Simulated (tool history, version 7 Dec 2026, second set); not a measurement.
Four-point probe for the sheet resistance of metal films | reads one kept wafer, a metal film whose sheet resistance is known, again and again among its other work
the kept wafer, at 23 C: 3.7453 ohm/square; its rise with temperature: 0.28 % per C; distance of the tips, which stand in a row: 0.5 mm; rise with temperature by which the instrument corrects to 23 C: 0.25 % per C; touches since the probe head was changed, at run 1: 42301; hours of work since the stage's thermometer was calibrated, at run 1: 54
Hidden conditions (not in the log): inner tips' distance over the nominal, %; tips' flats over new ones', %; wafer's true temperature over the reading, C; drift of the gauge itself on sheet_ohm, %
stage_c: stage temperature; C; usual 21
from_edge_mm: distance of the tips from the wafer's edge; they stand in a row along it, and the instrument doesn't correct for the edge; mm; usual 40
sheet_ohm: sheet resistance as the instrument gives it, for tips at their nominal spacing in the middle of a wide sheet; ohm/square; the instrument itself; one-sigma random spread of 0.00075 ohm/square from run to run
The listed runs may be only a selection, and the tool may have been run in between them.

run    hour  stage_c  from_edge_mm  touches since the probe head was changed  hours of work since the stage's thermometer was calibrated  sheet_ohm
  1       0       21            40                                     42301                                                          54   3.753239
  2    58.9       21            40                                     43364                                                          93   3.754835
  3    98.2       21            40                                     44074                                                         119   3.754446
  4   166.5       21            40                                     45305                                                         164   3.753262
  5   198.8       21            40                                     45888                                                         186   3.755102
  6   256.2       21            40                                     46923                                                         224   3.753822
  7     310       21            40                                     47894                                                         260   3.755446
  8   365.1       21            40                                     48887                                                         297   3.755139
  9     426       21             8                                     49987                                                         337   3.762647
 10   454.6       29            40                                     50502                                                         356   3.762697
 11   496.6       29            40                                     51260                                                         384   3.763463
 12   554.5       21            40                                     52304                                                         423    3.75603
 13   589.3       21            40                                     52933                                                         446   3.753974
 14   650.4       21             5                                     54035                                                         487   3.776385
 15   708.1       21             3                                     55077                                                         525   3.811632
 16   759.1       21            67                                     55995                                                         559   3.756273
 17     793       34            40                                     56607                                                         582   3.768324
 18   840.1       34            40                                     57457                                                         613   3.767681
 19   892.4       21             5                                     58401                                                         648   3.776918
 20   957.7       21            40                                     59579                                                         692   3.756994
 21  1013.5       21            40                                     60585                                                         729    3.75825
 22  1081.7       21            40                                     61815                                                         774   3.757716
 23  1134.5       21            20                                     62769                                                         810   3.757818
 24  1193.6       21            40                                     63834                                                         849   3.758018
 25  1235.2       28             8                                     64584                                                         877   3.770951
 26  1284.5       28             8                                     65475                                                         910   3.771813
 27  1318.1       19            47                                     66081                                                         932   3.756489
 28  1347.5       30             3                                     66611                                                         952   3.820961
 29  1397.1       30            14                                     67506                                                         985   3.768658
 30  1457.8       30            14                                     68601                                                        1025   3.770061
 31  1495.7       30            14                                     69284                                                        1050    3.76998
 32  1531.8       21             7                                     69935                                                        1074   3.769699
 33  1585.8       19            69                                     70909                                                        1110   3.758434
 34  1654.5       34            12                                     72149                                                        1156   3.774537
 35  1700.2       34            12                                     72974                                                        1187     3.7744
 36  1751.9       21             6                                     73906                                                        1221   3.775374
 37    1804       21             6                                     74846                                                        1256   3.772805
 38  1855.7       27             3                                     75780                                                        1290    3.82141
 39  1912.4       27             3                                     76801                                                        1328   3.820228
 40  1980.4       23             7                                     78028                                                        1373   3.773883
 41  2024.5       23             7                                     78825                                                        1403   3.774158
 42  2091.4       31            40                                     80032                                                        1447   3.770531
 43  2145.5       31            40                                     81007                                                        1483   3.770689
 44  2209.1       31            40                                     82154                                                        1526   3.770985

Predict each of these 4 candidate next runs independently; none follows another, all start after run 44:
  A  2240.2       31            68                                     82716                                                        1546          ?
  B  2240.2       25             6                                     82716                                                        1546          ?
  C  2240.2       25            16                                     82716                                                        1546          ?
  D  2240.2       34            18                                     82716                                                        1546          ?

run  sheet_ohm
  A   3.769936
  B   3.780555
  C    3.76723
  D   3.773556
Take away the tool's hidden state, keep each run's random variation, and the runs would have read:
run  sheet_ohm
  A   3.751855
  B   3.762355
  C   3.749091
  D   3.755494
